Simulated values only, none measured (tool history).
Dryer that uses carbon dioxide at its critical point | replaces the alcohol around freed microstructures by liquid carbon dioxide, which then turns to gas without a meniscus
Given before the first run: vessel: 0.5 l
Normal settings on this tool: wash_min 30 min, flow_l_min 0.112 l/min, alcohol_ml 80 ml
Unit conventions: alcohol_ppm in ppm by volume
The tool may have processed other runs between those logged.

run,hour,wash_min,flow_l_min,alcohol_ml,alcohol_ppm
1,0,30,0.112,80,1452
2,40.3,30,0.098,80,2684
3,100.8,30,0.098,80,3036
# hour 136.6: purifier's bed changed
4,171.4,30,0.098,80,3234
5,215.3,30,0.098,80,3617
# hour 264.9: inlet filter changed
6,283.3,30,0.112,22,351
7,313.8,30,0.112,22,377
8,366,34,0.112,22,228
9,398.8,34,0.112,22,261
10,459.7,34,0.112,22,295
11,529,34,0.112,22,344
12,590.7,34,0.112,22,395
# hour 608.6: inlet filter changed
13,639.7,30,0.112,34,577
14,684.9,30,0.112,34,628
15,716.6,30,0.112,34,670
16,780.9,30,0.112,34,766
17,812,36,0.112,80,753
18,855.8,30,0.112,80,1891
19,916.5,30,0.112,80,2162
# hour 952: inlet filter changed
20,978.2,30,0.112,80,1325
# hour 1010.2: purifier's bed changed
21,1026.4,30,0.112,80,1299
22,1095.4,30,0.159,80,227
23,1125.5,30,0.159,80,251
24,1186.5,30,0.159,80,304
25,1245.1,30,0.159,80,358
26,1291.5,23,0.085,115,18852
# hour 1298.7: inlet filter changed
27,1347.7,42,0.132,33,85
28,1418,39,0.175,80,72
29,1471.2,25,0.151,24,357
30,1529,48,0.089,77,578
31,1580.9,30,0.126,40,646
# hour 1641.8: inlet filter changed
32,1645.8,30,0.126,40,424
33,1698.9,18,0.182,80,1591
34,1752.9,18,0.182,80,1749
35,1784.2,48,0.174,54,137
36,1830.2,43,0.174,21,140
# hour 1882.1: purifier's bed changed
37,1895.6,30,0.071,80,9313
38,1939.7,30,0.071,80,9829
# hour 1989.8: inlet filter changed
39,2001,27,0.092,80,4119
40,2044.2,35,0.103,80,924
41,2075.7,35,0.103,80,987
42,2126.9,35,0.149,80,153
43,2163.8,35,0.149,80,181
44,2204,27,0.148,110,1085
45,2239.6,29,0.112,80,2230

How would selected steps in alcohol_ppm from run to run divide? Give the signed amount a tool lacking its hidden state would still show from settings, what came in and random variation, and the signed amount left for the hidden state, including any gauge scatter that is not in both of the compared results.
The hidden state here: flow that reaches the vessel past the clogged filter, %; alcohol in the recycled carbon dioxide, ppm; drift of the gauge itself on alcohol_ppm, %.
Run 25 -> 26: wash_min 30 -> 23, flow_l_min 0.159 -> 0.085, alcohol_ml 80 -> 115. alcohol_ppm +18494 ppm by volume: hidden state +5981, all else +12513.
Run 26 -> 27: wash_min 23 -> 42, flow_l_min 0.085 -> 0.132, alcohol_ml 115 -> 33, inlet filter changed. alcohol_ppm -18767 ppm by volume: hidden state -6145, all else -12622.
Run 36 -> 37: wash_min 43 -> 30, flow_l_min 0.174 -> 0.071, alcohol_ml 21 -> 80, purifier's bed changed. alcohol_ppm +9173 ppm by volume: hidden state +2556, all else +6617.
Run 38 -> 39: wash_min 30 -> 27, flow_l_min 0.071 -> 0.092, inlet filter changed. alcohol_ppm -5710 ppm by volume: hidden state -3072, all else -2638.
